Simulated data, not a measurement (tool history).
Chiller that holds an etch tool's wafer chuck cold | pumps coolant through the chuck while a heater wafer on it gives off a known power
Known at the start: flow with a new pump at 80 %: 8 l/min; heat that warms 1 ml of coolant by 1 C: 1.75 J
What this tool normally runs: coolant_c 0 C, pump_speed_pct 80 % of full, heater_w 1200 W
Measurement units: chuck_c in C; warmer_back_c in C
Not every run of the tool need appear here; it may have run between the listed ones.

{"run": 1, "hour": 0.0, "coolant_c": 0, "pump_speed_pct": 80, "heater_w": 1200, "chuck_c": 11.9, "warmer_back_c": 5.1}
{"run": 2, "hour": 33.0, "coolant_c": 0, "pump_speed_pct": 80, "heater_w": 1200, "chuck_c": 11.9, "warmer_back_c": 5.17}
{"run": 3, "hour": 72.7, "coolant_c": 0, "pump_speed_pct": 80, "heater_w": 1200, "chuck_c": 11.6, "warmer_back_c": 5.12}
{"run": 4, "hour": 115.9, "coolant_c": 0, "pump_speed_pct": 80, "heater_w": 1200, "chuck_c": 12.0, "warmer_back_c": 5.16}
{"run": 5, "hour": 177.5, "coolant_c": 0, "pump_speed_pct": 80, "heater_w": 1200, "chuck_c": 11.9, "warmer_back_c": 5.21}
{"run": 6, "hour": 215.2, "coolant_c": 0, "pump_speed_pct": 80, "heater_w": 1200, "chuck_c": 11.6, "warmer_back_c": 5.26}
{"run": 7, "hour": 266.3, "coolant_c": 0, "pump_speed_pct": 80, "heater_w": 1200, "chuck_c": 11.8, "warmer_back_c": 5.24}
{"run": 8, "hour": 313.2, "coolant_c": 0, "pump_speed_pct": 80, "heater_w": 1200, "chuck_c": 11.8, "warmer_back_c": 5.27}
{"run": 9, "hour": 386.3, "coolant_c": 0, "pump_speed_pct": 80, "heater_w": 1200, "chuck_c": 11.7, "warmer_back_c": 5.3}
{"run": 10, "hour": 457.2, "coolant_c": 0, "pump_speed_pct": 80, "heater_w": 1538, "chuck_c": 15.1, "warmer_back_c": 6.78}
{"run": 11, "hour": 503.0, "coolant_c": -4, "pump_speed_pct": 88, "heater_w": 671, "chuck_c": 2.3, "warmer_back_c": 2.76}

Selected run-to-run steps in warmer_back_c, each split into two signed amounts: the part the tool would show with no hidden state at all (from settings, incoming material and random variation), and the remainder, which goes to the hidden state together with any gauge scatter not common to the measured and the hidden-state-free results:
The tool's hidden condition here consists of: heat passed by the chuck's channels, % of clean ones'; flow at a given pump speed, % of a new pump's; coolant's true temperature over the reading, C; drift of the gauge itself on chuck_c, C; drift of the gauge itself on warmer_back_c, C.
Run 4 -> 5: nothing adjusted, nothing logged. warmer_back_c +0.05 C: hidden state +0.02, all else +0.03.
Run 10 -> 11: coolant_c 0 -> -4, pump_speed_pct 80 -> 88, heater_w 1538 -> 671. warmer_back_c -4.02 C: hidden state +0.01, all else -4.03.
